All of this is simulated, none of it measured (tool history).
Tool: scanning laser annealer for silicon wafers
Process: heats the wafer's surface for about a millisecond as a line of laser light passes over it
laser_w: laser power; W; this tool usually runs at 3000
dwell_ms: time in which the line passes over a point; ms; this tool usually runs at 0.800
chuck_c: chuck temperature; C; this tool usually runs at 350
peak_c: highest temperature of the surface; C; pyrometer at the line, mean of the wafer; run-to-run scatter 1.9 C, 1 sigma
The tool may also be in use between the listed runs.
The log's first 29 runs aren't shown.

| run | hour | laser_w | dwell_ms | chuck_c | hours of work since the window was cleaned | hours of work since the power meter was calibrated | hours of work since the optics were aligned | peak_c |
|---|---|---|---|---|---|---|---|---|
| 30 | 1703.5 | 3251 | 0.867 | 370 | 203 | 1206 | 1093 | 1216 |
| 31 | 1775.0 | 3251 | 0.867 | 370 | 242 | 1245 | 1133 | 1210 |
| 32 | 1811.5 | 2555 | 0.823 | 322 | 262 | 1265 | 1153 | 944 |
| 33 | 1848.9 | 3223 | 0.800 | 350 | 283 | 1285 | 1173 | 1149 |
| 34 | 1897.9 | 3223 | 0.992 | 386 | 310 | 1312 | 1200 | 1261 |
|  | 1914.3 | window over the wafer cleaned |
| 35 | 1938.6 | 3223 | 0.992 | 386 | 13 | 1334 | 1222 | 1299 |
| 36 | 2022.4 | 3223 | 0.992 | 386 | 59 | 1380 | 1268 | 1291 |
| 37 | 2102.4 | 3223 | 0.992 | 386 | 103 | 1424 | 1311 | 1286 |
| 38 | 2176.1 | 3000 | 0.710 | 346 | 144 | 1464 | 1352 | 1058 |
| 39 | 2254.7 | 3000 | 0.889 | 365 | 187 | 1507 | 1395 | 1145 |
| 40 | 2319.2 | 3232 | 0.731 | 370 | 222 | 1543 | 1431 | 1146 |
|  | 2335.1 | optics aligned, line set to its width |
| 41 | 2365.9 | 3232 | 0.731 | 370 | 245 | 1565 | 17 | 1151 |

Branching from run 41: 3 alternative next runs. What would each branch give?
| A | 2432.4 | 2637 | 0.625 | 380 | 282 | 1602 | 53 | ? |
| B | 2432.4 | 3121 | 0.800 | 350 | 282 | 1602 | 53 | ? |
| C | 2432.4 | 3232 | 0.826 | 362 | 282 | 1602 | 53 | ? |

| run | peak_c |
|---|---|
| A | 960 |
| B | 1126 |
| C | 1181 |
Had the tool no hidden state, the same runs would have come out as:
| run | peak_c |
|---|---|
| A | 994 |
| B | 1170 |
| C | 1228 |

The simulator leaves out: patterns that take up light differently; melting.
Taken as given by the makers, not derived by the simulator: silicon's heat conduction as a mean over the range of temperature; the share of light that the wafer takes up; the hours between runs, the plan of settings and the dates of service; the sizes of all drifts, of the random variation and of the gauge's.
